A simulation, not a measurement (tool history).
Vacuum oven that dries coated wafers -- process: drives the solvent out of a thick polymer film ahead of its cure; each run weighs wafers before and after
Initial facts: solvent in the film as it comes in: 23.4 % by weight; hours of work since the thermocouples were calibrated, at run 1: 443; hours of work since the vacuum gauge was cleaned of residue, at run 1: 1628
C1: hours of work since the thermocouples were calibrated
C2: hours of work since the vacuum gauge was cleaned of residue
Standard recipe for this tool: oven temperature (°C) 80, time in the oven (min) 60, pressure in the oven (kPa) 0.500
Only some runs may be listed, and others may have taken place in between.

{"run": 1, "hour": 0.0, "oven temperature (°C)": 80, "time in the oven (min)": 60, "pressure in the oven (kPa)": 0.5, "C1": 443, "C2": 1628, "solvent left in the film (%)": 0.873}
{"run": 2, "hour": 49.1, "oven temperature (°C)": 80, "time in the oven (min)": 60, "pressure in the oven (kPa)": 0.5, "C1": 480, "C2": 1665, "solvent left in the film (%)": 0.866}
{"run": 3, "hour": 104.4, "oven temperature (°C)": 80, "time in the oven (min)": 58, "pressure in the oven (kPa)": 0.5, "C1": 522, "C2": 1706, "solvent left in the film (%)": 0.922}
{"run": 4, "hour": 141.9, "oven temperature (°C)": 80, "time in the oven (min)": 36, "pressure in the oven (kPa)": 0.5, "C1": 550, "C2": 1735, "solvent left in the film (%)": 2.655}
{"run": 5, "hour": 190.4, "oven temperature (°C)": 86, "time in the oven (min)": 36, "pressure in the oven (kPa)": 0.5, "C1": 586, "C2": 1771, "solvent left in the film (%)": 1.224}
{"run": 6, "hour": 226.8, "oven temperature (°C)": 80, "time in the oven (min)": 60, "pressure in the oven (kPa)": 0.5, "C1": 614, "C2": 1799, "solvent left in the film (%)": 0.834}
{"run": 7, "hour": 259.8, "oven temperature (°C)": 70, "time in the oven (min)": 60, "pressure in the oven (kPa)": 0.5, "C1": 639, "C2": 1824, "solvent left in the film (%)": 3.179}
{"run": 8, "hour": 296.3, "oven temperature (°C)": 70, "time in the oven (min)": 60, "pressure in the oven (kPa)": 0.5, "C1": 666, "C2": 1851, "solvent left in the film (%)": 3.17}
{"run": 9, "hour": 347.7, "oven temperature (°C)": 80, "time in the oven (min)": 60, "pressure in the oven (kPa)": 0.5, "C1": 705, "C2": 1890, "solvent left in the film (%)": 0.828}
{"run": 10, "hour": 392.0, "oven temperature (°C)": 80, "time in the oven (min)": 60, "pressure in the oven (kPa)": 0.5, "C1": 738, "C2": 1923, "solvent left in the film (%)": 0.812}
{"run": 11, "hour": 443.7, "oven temperature (°C)": 80, "time in the oven (min)": 73, "pressure in the oven (kPa)": 0.5, "C1": 777, "C2": 1962, "solvent left in the film (%)": 0.517}
{"run": 12, "hour": 476.2, "oven temperature (°C)": 80, "time in the oven (min)": 101, "pressure in the oven (kPa)": 0.5, "C1": 802, "C2": 1987, "solvent left in the film (%)": 0.306}
{"run": 13, "hour": 506.2, "oven temperature (°C)": 80, "time in the oven (min)": 101, "pressure in the oven (kPa)": 0.5, "C1": 824, "C2": 2009, "solvent left in the film (%)": 0.294}
{"run": 14, "hour": 548.0, "oven temperature (°C)": 80, "time in the oven (min)": 101, "pressure in the oven (kPa)": 0.841, "C1": 856, "C2": 2041, "solvent left in the film (%)": 0.393}
{"hour": 571.1, "done": "oven's thermocouples calibrated"}
{"run": 15, "hour": 585.4, "oven temperature (°C)": 80, "time in the oven (min)": 101, "pressure in the oven (kPa)": 0.841, "C1": 11, "C2": 2067, "solvent left in the film (%)": 0.472}
{"run": 16, "hour": 636.8, "oven temperature (°C)": 80, "time in the oven (min)": 60, "pressure in the oven (kPa)": 0.5, "C1": 49, "C2": 2106, "solvent left in the film (%)": 1.083}
{"run": 17, "hour": 675.9, "oven temperature (°C)": 80, "time in the oven (min)": 38, "pressure in the oven (kPa)": 0.5, "C1": 79, "C2": 2135, "solvent left in the film (%)": 2.799}
{"run": 18, "hour": 727.3, "oven temperature (°C)": 80, "time in the oven (min)": 38, "pressure in the oven (kPa)": 0.5, "C1": 118, "C2": 2174, "solvent left in the film (%)": 2.808}
{"run": 19, "hour": 755.8, "oven temperature (°C)": 83, "time in the oven (min)": 38, "pressure in the oven (kPa)": 0.5, "C1": 139, "C2": 2196, "solvent left in the film (%)": 1.949}
{"run": 20, "hour": 798.1, "oven temperature (°C)": 67, "time in the oven (min)": 55, "pressure in the oven (kPa)": 0.334, "C1": 171, "C2": 2227, "solvent left in the film (%)": 5.367}
{"run": 21, "hour": 827.4, "oven temperature (°C)": 73, "time in the oven (min)": 85, "pressure in the oven (kPa)": 1.023, "C1": 193, "C2": 2250, "solvent left in the film (%)": 1.512}
{"run": 22, "hour": 852.2, "oven temperature (°C)": 86, "time in the oven (min)": 83, "pressure in the oven (kPa)": 0.473, "C1": 212, "C2": 2268, "solvent left in the film (%)": 0.253}
{"run": 23, "hour": 902.1, "oven temperature (°C)": 76, "time in the oven (min)": 83, "pressure in the oven (kPa)": 0.612, "C1": 249, "C2": 2306, "solvent left in the film (%)": 0.919}
{"run": 24, "hour": 941.4, "oven temperature (°C)": 76, "time in the oven (min)": 83, "pressure in the oven (kPa)": 0.612, "C1": 279, "C2": 2335, "solvent left in the film (%)": 0.948}
{"run": 25, "hour": 986.7, "oven temperature (°C)": 76, "time in the oven (min)": 92, "pressure in the oven (kPa)": 1.802, "C1": 313, "C2": 2370, "solvent left in the film (%)": 1.121}
{"run": 26, "hour": 1014.3, "oven temperature (°C)": 76, "time in the oven (min)": 92, "pressure in the oven (kPa)": 0.339, "C1": 334, "C2": 2390, "solvent left in the film (%)": 0.658}
{"run": 27, "hour": 1047.1, "oven temperature (°C)": 76, "time in the oven (min)": 76, "pressure in the oven (kPa)": 0.339, "C1": 358, "C2": 2415, "solvent left in the film (%)": 1.004}
{"run": 28, "hour": 1095.9, "oven temperature (°C)": 76, "time in the oven (min)": 76, "pressure in the oven (kPa)": 0.339, "C1": 395, "C2": 2452, "solvent left in the film (%)": 1.015}
{"run": 29, "hour": 1138.7, "oven temperature (°C)": 80, "time in the oven (min)": 41, "pressure in the oven (kPa)": 1.05, "C1": 428, "C2": 2484, "solvent left in the film (%)": 2.425}
{"run": 30, "hour": 1168.5, "oven temperature (°C)": 80, "time in the oven (min)": 41, "pressure in the oven (kPa)": 1.05, "C1": 450, "C2": 2506, "solvent left in the film (%)": 2.426}
{"run": 31, "hour": 1221.0, "oven temperature (°C)": 82, "time in the oven (min)": 61, "pressure in the oven (kPa)": 0.5, "C1": 489, "C2": 2546, "solvent left in the film (%)": 0.717}
{"run": 32, "hour": 1278.2, "oven temperature (°C)": 86, "time in the oven (min)": 82, "pressure in the oven (kPa)": 0.5, "C1": 533, "C2": 2589, "solvent left in the film (%)": 0.268}
{"run": 33, "hour": 1301.9, "oven temperature (°C)": 86, "time in the oven (min)": 82, "pressure in the oven (kPa)": 0.418, "C1": 550, "C2": 2607, "solvent left in the film (%)": 0.254}
{"run": 34, "hour": 1336.7, "oven temperature (°C)": 84, "time in the oven (min)": 60, "pressure in the oven (kPa)": 0.5, "C1": 577, "C2": 2633, "solvent left in the film (%)": 0.546}
{"run": 35, "hour": 1382.9, "oven temperature (°C)": 94, "time in the oven (min)": 69, "pressure in the oven (kPa)": 0.703, "C1": 611, "C2": 2668, "solvent left in the film (%)": 0.216}
{"run": 36, "hour": 1416.6, "oven temperature (°C)": 94, "time in the oven (min)": 69, "pressure in the oven (kPa)": 0.703, "C1": 637, "C2": 2693, "solvent left in the film (%)": 0.212}
{"run": 37, "hour": 1458.2, "oven temperature (°C)": 78, "time in the oven (min)": 85, "pressure in the oven (kPa)": 1.261, "C1": 668, "C2": 2725, "solvent left in the film (%)": 0.834}

Below, some changes in solvent left in the film (%) between adjacent runs. For each, the amount present without the hidden state too (settings, incoming material, random variation) and the amount remaining for the hidden state with gauge scatter not shared by both compared results:
The hidden state here: true wafer temperature over the reading, C; true pressure over the reading, kPa; drift of the gauge itself on solvent_pct, %.
Run 3 -> 4: time in the oven (min) 58 -> 36. solvent left in the film (%) +1.733: hidden state -0.216, all else +1.949.
Run 6 -> 7: oven temperature (°C) 80 -> 70. solvent left in the film (%) +2.345: hidden state -0.279, all else +2.624.
Run 8 -> 9: oven temperature (°C) 70 -> 80. solvent left in the film (%) -2.342: hidden state +0.279, all else -2.621.
Run 19 -> 20: oven temperature (°C) 83 -> 67, time in the oven (min) 38 -> 55, pressure in the oven (kPa) 0.500 -> 0.334. solvent left in the film (%) +3.418: hidden state +0.037, all else +3.381.
Run 20 -> 21: oven temperature (°C) 67 -> 73, time in the oven (min) 55 -> 85, pressure in the oven (kPa) 0.334 -> 1.023. solvent left in the film (%) -3.855: hidden state +0.014, all else -3.869.
